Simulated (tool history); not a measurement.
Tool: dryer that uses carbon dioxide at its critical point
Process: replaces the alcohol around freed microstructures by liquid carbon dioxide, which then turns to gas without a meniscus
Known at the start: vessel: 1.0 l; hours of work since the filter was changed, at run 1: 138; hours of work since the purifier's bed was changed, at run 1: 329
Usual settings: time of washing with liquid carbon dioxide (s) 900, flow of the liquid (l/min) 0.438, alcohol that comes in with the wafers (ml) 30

run     day  time of washing with liquid carbon dioxide (s)  flow of the liquid (l/min)  alcohol that comes in with the wafers (ml)  hours of work since the filter was changed  hours of work since the purifier's bed was changed  alcohol left in the vessel before it's heated (ppm by volume)
  1   0.000                                             900                       0.438                                          30                                         138                                                 329                                                            334
  2   0.808                                             900                       0.470                                          30                                         151                                                 341                                                            271
  3   1.292                                             900                       0.470                                          30                                         158                                                 349                                                            289
  4   2.458                                             900                       0.438                                          30                                         176                                                 367                                                            377
  5   3.608                                             900                       0.438                                          30                                         194                                                 384                                                            408
  6   4.592                                             900                       0.438                                          30                                         209                                                 399                                                            442
  7   5.708                                             900                       0.438                                          30                                         226                                                 417                                                            464
  8   6.254                                             900                       0.438                                          30                                         234                                                 425                                                            467
  9   6.808                                             900                       0.438                                          30                                         243                                                 433                                                            476
      7.000  -- inlet filter changed
 10   7.717                                             900                       0.438                                          30                                          11                                                 447                                                            269
 11   8.771                                             900                       0.438                                          30                                          27                                                 463                                                            285
 12   9.417                                             900                       0.438                                          30                                          37                                                 473                                                            282
 13  10.392                                             900                       0.438                                          30                                          52                                                 488                                                            297
 14  11.242                                             900                       0.438                                          30                                          65                                                 501                                                            314
 15  11.796                                            1020                       0.438                                          30                                          74                                                 509                                                            215
 16  12.992                                             900                       0.681                                          30                                          92                                                 528                                                             93
 17  13.908                                             900                       0.681                                          30                                         106                                                 542                                                            116
 18  14.754                                             720                       0.438                                          30                                         119                                                 555                                                            781
 19  15.696                                             720                       0.438                                          30                                         133                                                 569                                                            810
 20  16.262                                             780                       0.486                                          31                                         142                                                 578                                                            428
 21  17.358                                            1140                       0.395                                          56                                         159                                                 595                                                            390
 22  18.450                                            1140                       0.395                                          56                                         176                                                 612                                                            428
 23  19.183                                             900                       0.539                                          30                                         187                                                 623                                                            208
 24  20.192                                             900                       0.438                                          97                                         202                                                 638                                                           1211
 25  20.854                                             900                       0.438                                          97                                         213                                                 648                                                           1247
 26  22.054                                            1320                       0.269                                          87                                         231                                                 667                                                           2022
     23.017  -- inlet filter changed
 27  23.279                                             900                       0.554                                          52                                           4                                                 685                                                            186
 28  24.229                                            1080                       0.438                                          30                                          19                                                 700                                                            179
 29  25.183                                             840                       0.582                                         100                                          33                                                 714                                                            284
 30  26.158                                             840                       0.582                                         100                                          48                                                 729                                                            312
 31  26.662                                             660                       0.414                                          76                                          56                                                 737                                                           2546
 32  27.833                                            1020                       0.438                                          21                                          74                                                 755                                                            199
 33  28.525                                            1080                       0.297                                          29                                          84                                                 765                                                            756
 34  29.646                                            1080                       0.517                                          21                                         102                                                 783                                                            163
 35  30.646                                             660                       0.301                                          30                                         117                                                 798                                                           3064
 36  31.421                                             660                       0.301                                          30                                         129                                                 810                                                           3113

5 ways to go on from here, each from the tool as it stands after run 36. What would each give?
  A  32.217                                             840                       0.301                                          59                                         141                                                 822                                                              ?
  B  32.217                                             840                       0.400                                          30                                         141                                                 822                                                              ?
  C  32.217                                            1260                       0.438                                          30                                         141                                                 822                                                              ?
  D  32.217                                             720                       0.554                                          24                                         141                                                 822                                                              ?
  E  32.217                                             900                       0.566                                          81                                         141                                                 822                                                              ?

run  alcohol left in the vessel before it's heated (ppm by volume)
  A                                                           3251
  B                                                            698
  C                                                            190
  D                                                            339
  E                                                            307
Without the tool's hidden state the same runs would have given:
run  alcohol left in the vessel before it's heated (ppm by volume)
  A                                                           2343
  B                                                            383
  C                                                             37
  D                                                            132
  E                                                             97
